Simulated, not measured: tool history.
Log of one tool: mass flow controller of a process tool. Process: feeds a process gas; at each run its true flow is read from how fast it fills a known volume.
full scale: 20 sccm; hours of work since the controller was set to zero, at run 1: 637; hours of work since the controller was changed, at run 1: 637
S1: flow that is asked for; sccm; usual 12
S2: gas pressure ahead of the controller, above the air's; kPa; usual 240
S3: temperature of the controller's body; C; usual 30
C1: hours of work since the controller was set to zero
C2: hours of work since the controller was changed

run 1 day=0.000 | S1=12 S2=240 S3=30 | C1=637 C2=637 | true_flow_(%)=99.33
run 2 day=2.525 | S1=12 S2=240 S3=30 | C1=672 C2=672 | true_flow_(%)=99.45
run 3 day=8.396 | S1=12 S2=183 S3=30 | C1=754 C2=754 | true_flow_(%)=99.59
run 4 day=11.421 | S1=12 S2=183 S3=30 | C1=796 C2=796 | true_flow_(%)=99.65
run 5 day=16.408 | S1=12 S2=240 S3=21 | C1=865 C2=865 | true_flow_(%)=100.44
run 6 day=21.871 | S1=12 S2=244 S3=21 | C1=941 C2=941 | true_flow_(%)=100.55
run 7 day=27.246 | S1=12 S2=240 S3=30 | C1=1016 C2=1016 | true_flow_(%)=99.86
run 8 day=32.158 | S1=12 S2=240 S3=30 | C1=1084 C2=1084 | true_flow_(%)=99.93
run 9 day=37.350 | S1=12 S2=240 S3=30 | C1=1157 C2=1157 | true_flow_(%)=99.95
run 10 day=43.042 | S1=12 S2=175 S3=30 | C1=1236 C2=1236 | true_flow_(%)=100.16
run 11 day=46.804 | S1=12 S2=175 S3=30 | C1=1288 C2=1288 | true_flow_(%)=100.18
run 12 day=52.654 | S1=12 S2=175 S3=30 | C1=1370 C2=1370 | true_flow_(%)=100.27
run 13 day=57.762 | S1=12 S2=175 S3=30 | C1=1441 C2=1441 | true_flow_(%)=100.48
run 14 day=63.508 | S1=12 S2=175 S3=30 | C1=1521 C2=1521 | true_flow_(%)=100.57
run 15 day=69.621 | S1=12 S2=240 S3=30 | C1=1606 C2=1606 | true_flow_(%)=100.44
run 16 day=72.683 | S1=12 S2=240 S3=30 | C1=1648 C2=1648 | true_flow_(%)=100.62
run 17 day=77.071 | S1=12 S2=240 S3=30 | C1=1710 C2=1710 | true_flow_(%)=100.62
run 18 day=81.158 | S1=2 S2=240 S3=30 | C1=1766 C2=1766 | true_flow_(%)=100.62
run 19 day=84.546 | S1=2 S2=240 S3=30 | C1=1814 C2=1814 | true_flow_(%)=100.64
run 20 day=89.433 | S1=2 S2=240 S3=30 | C1=1882 C2=1882 | true_flow_(%)=100.63
run 21 day=93.729 | S1=2 S2=240 S3=38 | C1=1941 C2=1941 | true_flow_(%)=99.93
run 22 day=97.929 | S1=2 S2=240 S3=38 | C1=2000 C2=2000 | true_flow_(%)=100.00
run 23 day=101.292 | S1=12 S2=240 S3=30 | C1=2047 C2=2047 | true_flow_(%)=101.08
run 24 day=106.379 | S1=12 S2=240 S3=30 | C1=2117 C2=2117 | true_flow_(%)=101.11
run 25 day=110.288 | S1=12 S2=240 S3=30 | C1=2172 C2=2172 | true_flow_(%)=101.13
run 26 day=113.454 | S1=12 S2=227 S3=31 | C1=2216 C2=2216 | true_flow_(%)=101.05
run 27 day=116.462 | S1=5 S2=209 S3=22 | C1=2258 C2=2258 | true_flow_(%)=102.08
run 28 day=119.975 | S1=6 S2=152 S3=22 | C1=2307 C2=2307 | true_flow_(%)=102.24
run 29 day=123.842 | S1=3 S2=266 S3=26 | C1=2360 C2=2360 | true_flow_(%)=101.50
run 30 day=128.454 | S1=3 S2=266 S3=26 | C1=2425 C2=2425 | true_flow_(%)=101.68
run 31 day=131.767 | S1=3 S2=192 S3=30 | C1=2471 C2=2471 | true_flow_(%)=101.48
run 32 day=135.242 | S1=3 S2=213 S3=30 | C1=2519 C2=2519 | true_flow_(%)=101.44
run 33 day=139.004 | S1=3 S2=213 S3=30 | C1=2571 C2=2571 | true_flow_(%)=101.59
run 34 day=144.233 | S1=3 S2=213 S3=30 | C1=2644 C2=2644 | true_flow_(%)=101.48
run 35 day=147.962 | S1=3 S2=213 S3=30 | C1=2696 C2=2696 | true_flow_(%)=101.74
run 36 day=153.200 | S1=3 S2=164 S3=27 | C1=2769 C2=2769 | true_flow_(%)=102.05
run 37 day=157.950 | S1=3 S2=164 S3=27 | C1=2835 C2=2835 | true_flow_(%)=102.28
run 38 day=161.904 | S1=3 S2=277 S3=23 | C1=2890 C2=2890 | true_flow_(%)=102.47
run 39 day=165.958 | S1=3 S2=277 S3=23 | C1=2946 C2=2946 | true_flow_(%)=102.50
run 40 day=168.742 | S1=3 S2=277 S3=23 | C1=2985 C2=2985 | true_flow_(%)=102.48
run 41 day=172.458 | S1=3 S2=277 S3=23 | C1=3037 C2=3037 | true_flow_(%)=102.61
-- day=176.462 gauge calibrated
run 42 day=176.538 | S1=3 S2=277 S3=23 | C1=3094 C2=3094 | true_flow_(%)=99.73
run 43 day=180.400 | S1=16 S2=240 S3=30 | C1=3147 C2=3147 | true_flow_(%)=99.42
run 44 day=185.100 | S1=12 S2=159 S3=33 | C1=3213 C2=3213 | true_flow_(%)=99.38
run 45 day=188.088 | S1=13 S2=254 S3=36 | C1=3254 C2=3254 | true_flow_(%)=98.98
run 46 day=193.483 | S1=13 S2=254 S3=23 | C1=3330 C2=3330 | true_flow_(%)=100.29
run 47 day=196.338 | S1=9 S2=254 S3=31 | C1=3369 C2=3369 | true_flow_(%)=99.50
run 48 day=202.354 | S1=2 S2=254 S3=21 | C1=3453 C2=3453 | true_flow_(%)=100.39
run 49 day=206.250 | S1=6 S2=228 S3=21 | C1=3507 C2=3507 | true_flow_(%)=100.69

Hidden state or all else? Some run-to-run changes of true flow (%), split into what the settings, what came in and random variation would give without the hidden state, and what is left for the hidden state (with any gauge scatter that isn't in both results):
The hidden state here: flow at rest that the sensor doesn't see, % of full scale; true flow over the shown one, %; drift of the gauge itself on true_pct, %.
Run 2 -> 3: S2 240 -> 183. true flow (%) +0.14: hidden state +0.10, all else +0.04.
Run 14 -> 15: S2 175 -> 240. true flow (%) -0.13: hidden state +0.11, all else -0.24.
Run 22 -> 23: S1 2 -> 12, S3 38 -> 30. true flow (%) +1.08: hidden state +0.09, all else +0.99.
Run 41 -> 42: gauge calibrated. true flow (%) -2.88: hidden state -2.85, all else -0.03.
Run 45 -> 46: S3 36 -> 23. true flow (%) +1.31: hidden state +0.09, all else +1.22.

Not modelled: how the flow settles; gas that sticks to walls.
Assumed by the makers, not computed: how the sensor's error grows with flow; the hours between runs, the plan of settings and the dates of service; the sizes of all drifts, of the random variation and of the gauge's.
